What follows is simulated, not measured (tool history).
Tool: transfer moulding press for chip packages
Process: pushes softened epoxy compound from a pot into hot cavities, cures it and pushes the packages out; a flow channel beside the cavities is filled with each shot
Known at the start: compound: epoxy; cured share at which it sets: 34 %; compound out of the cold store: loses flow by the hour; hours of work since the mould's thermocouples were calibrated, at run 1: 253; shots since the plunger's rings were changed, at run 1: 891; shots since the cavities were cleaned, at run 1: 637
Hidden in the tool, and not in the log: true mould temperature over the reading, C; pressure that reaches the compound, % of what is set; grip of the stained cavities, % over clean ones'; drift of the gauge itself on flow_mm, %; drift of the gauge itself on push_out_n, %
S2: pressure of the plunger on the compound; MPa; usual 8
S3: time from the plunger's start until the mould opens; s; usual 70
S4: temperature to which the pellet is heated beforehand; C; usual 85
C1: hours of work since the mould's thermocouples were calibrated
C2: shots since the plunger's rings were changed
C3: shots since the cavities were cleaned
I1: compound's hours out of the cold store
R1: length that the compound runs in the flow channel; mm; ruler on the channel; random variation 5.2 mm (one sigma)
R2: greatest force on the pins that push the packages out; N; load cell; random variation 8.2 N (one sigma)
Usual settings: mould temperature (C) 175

run 1 hour=0 | mould_temperature_(C)=175 S2=8 S3=70 S4=85 | C1=253 C2=891 C3=637 | I1=47.3 | R1=832 R2=481
-- hour=38.7 cavities cleaned with cleaning compound and waxed
run 2 hour=83.9 | mould_temperature_(C)=175 S2=8 S3=70 S4=85 | C1=294 C2=1899 C3=553 | I1=30.9 | R1=898 R2=541
-- hour=123.5 cavities cleaned with cleaning compound and waxed
run 3 hour=160 | mould_temperature_(C)=175 S2=8 S3=70 S4=85 | C1=330 C2=2812 C3=447 | I1=35.6 | R1=873 R2=475
-- hour=166.8 plunger's sealing rings changed
-- hour=216.9 cavities cleaned with cleaning compound and waxed
run 4 hour=260.3 | mould_temperature_(C)=175 S2=8 S3=70 S4=85 | C1=377 C2=1126 C3=531 | I1=17.2 | R1=979 R2=516
-- hour=301.7 cavities cleaned with cleaning compound and waxed
run 5 hour=338.1 | mould_temperature_(C)=175 S2=8 S3=64 S4=85 | C1=414 C2=2061 C3=446 | I1=32.5 | R1=900 R2=577
-- hour=390.7 cavities cleaned with cleaning compound and waxed
-- hour=411.1 plunger's sealing rings changed
run 6 hour=413.2 | mould_temperature_(C)=175 S2=8 S3=64 S4=85 | C1=449 C2=25 C3=244 | I1=43.8 | R1=862 R2=469
run 7 hour=454.4 | mould_temperature_(C)=175 S2=8 S3=64 S4=85 | C1=469 C2=529 C3=748 | I1=15.3 | R1=993 R2=622
-- hour=483.6 cavities cleaned with cleaning compound and waxed
run 8 hour=502.8 | mould_temperature_(C)=174 S2=9.42 S3=87 S4=90 | C1=492 C2=1104 C3=236 | I1=13.1 | R1=1083 R2=383
run 9 hour=545.1 | mould_temperature_(C)=170 S2=6.47 S3=72 S4=85 | C1=512 C2=1620 C3=752 | I1=43.3 | R1=771 R2=593
-- hour=568 cavities cleaned with cleaning compound and waxed
run 10 hour=637.8 | mould_temperature_(C)=170 S2=6.47 S3=72 S4=85 | C1=557 C2=2737 C3=854 | I1=22.7 | R1=841 R2=656
-- hour=649.3 plunger's sealing rings changed
-- hour=659.6 cavities cleaned with cleaning compound and waxed
-- hour=744.2 cavities cleaned with cleaning compound and waxed
run 11 hour=744.2 | mould_temperature_(C)=175 S2=6.47 S3=72 S4=78 | C1=606 C2=1126 C3=0 | I1=11.4 | R1=906 R2=326
run 12 hour=817.8 | mould_temperature_(C)=175 S2=7.43 S3=54 S4=92 | C1=642 C2=2026 C3=900 | I1=27.1 | R1=887 R2=885
-- hour=831.7 cavities cleaned with cleaning compound and waxed
-- hour=896.7 plunger's sealing rings changed
run 13 hour=899 | mould_temperature_(C)=175 S2=7.43 S3=62 S4=92 | C1=680 C2=28 C3=794 | I1=28.8 | R1=890 R2=601

Measured less the same run without the tool's hidden state. The same run-to-run variation is in both; the gauge's scatter may not be:
run=1 R1=-11 R2=+148
run=2 R1=-23 R2=+163
run=3 R1=-33 R2=+139
run=4 R1=-16 R2=+155
run=5 R1=-27 R2=+162
run=6 R1=-3 R2=+94
run=7 R1=-10 R2=+197
run=8 R1=-20 R2=+92
run=9 R1=-20 R2=+192
run=10 R1=-34 R2=+206
run=11 R1=-16 R2=-7
run=12 R1=-26 R2=+281
run=13 R1=-3 R2=+189
